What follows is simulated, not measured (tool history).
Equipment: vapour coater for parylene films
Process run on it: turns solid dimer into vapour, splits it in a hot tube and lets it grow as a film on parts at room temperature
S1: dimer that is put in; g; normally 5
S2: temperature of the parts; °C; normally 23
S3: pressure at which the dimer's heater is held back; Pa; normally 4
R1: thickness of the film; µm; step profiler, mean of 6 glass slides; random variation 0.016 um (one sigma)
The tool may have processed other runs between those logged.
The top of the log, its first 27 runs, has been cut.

Run 28, hour 316.4: usual settings but S1 6 g, S2 17 °C. Result: R1 1.3 µm.
Run 29, hour 330.5: usual settings but S1 2 g, S2 20 °C, S3 3.11 Pa. Result: R1 0.39 µm.
Run 30, hour 345.6: usual settings but S1 7 g, S3 2.08 Pa. Result: R1 1.33 µm.
Run 31, hour 360.4: usual settings but S3 8.12 Pa. Result: R1 0.88 µm.
Run 32, hour 369.4: usual settings but S3 8.12 Pa. Result: R1 0.87 µm.
Run 33, hour 383: usual settings but S1 2 g, S2 30 °C, S3 8.12 Pa. Result: R1 0.26 µm.
Run 34, hour 391.9: usual settings but S2 31 °C, S3 7.62 Pa. Result: R1 0.69 µm.
Run 35, hour 400.7: usual settings but S2 31 °C, S3 7.62 Pa. Result: R1 0.7 µm.
Run 36, hour 413.4: usual settings but S2 16 °C, S3 2.06 Pa. Result: R1 1.15 µm.
Run 37, hour 428.6: usual settings but S2 16 °C, S3 2.06 Pa. Result: R1 1.13 µm.
Run 38, hour 438.5: usual settings but S2 16 °C, S3 2.06 Pa. Result: R1 1.13 µm.
Run 39, hour 446.9: usual settings but S3 5.65 Pa. Result: R1 0.89 µm.
Run 40, hour 454.6: usual settings but S3 5.65 Pa. Result: R1 0.88 µm.
Run 41, hour 469.4: usual settings but S1 3 g, S3 3.85 Pa. Result: R1 0.51 µm.
Run 42, hour 482.1: usual settings but S3 2.85 Pa. Result: R1 0.9 µm.
Run 43, hour 493.5: usual settings but S1 2 g, S2 17 °C. Result: R1 0.42 µm.
Run 44, hour 505.4: usual settings but S1 4 g, S2 28 °C. Result: R1 0.6 µm.
Run 45, hour 520.4: usual settings but S1 4 g, S2 20 °C. Result: R1 0.75 µm.
Run 46, hour 532.6: usual settings but S1 6 g, S2 19 °C. Result: R1 1.18 µm.
Run 47, hour 538.9: usual settings but S1 3 g, S2 19 °C. Result: R1 0.59 µm.

What if the next run were any one of these 4? Each begins from the tool's condition after run 47:
Run A, hour 550.8: usual settings but S1 3 g, S2 19 °C. Result: R1 ?.
Run B, hour 550.8: usual settings but S1 7 g, S2 16 °C, S3 5.43 Pa. Result: R1 ?.
Run C, hour 550.8: usual settings but S3 6.13 Pa. Result: R1 ?.
Run D, hour 550.8: usual settings but S2 26 °C. Result: R1 ?.

run    R1
  A  0.57
  B  1.48
  C  0.85
  D  0.82
With no hidden state in the tool, these same runs would have given:
run    R1
  A  0.59
  B  1.53
  C  0.89
  D  0.85

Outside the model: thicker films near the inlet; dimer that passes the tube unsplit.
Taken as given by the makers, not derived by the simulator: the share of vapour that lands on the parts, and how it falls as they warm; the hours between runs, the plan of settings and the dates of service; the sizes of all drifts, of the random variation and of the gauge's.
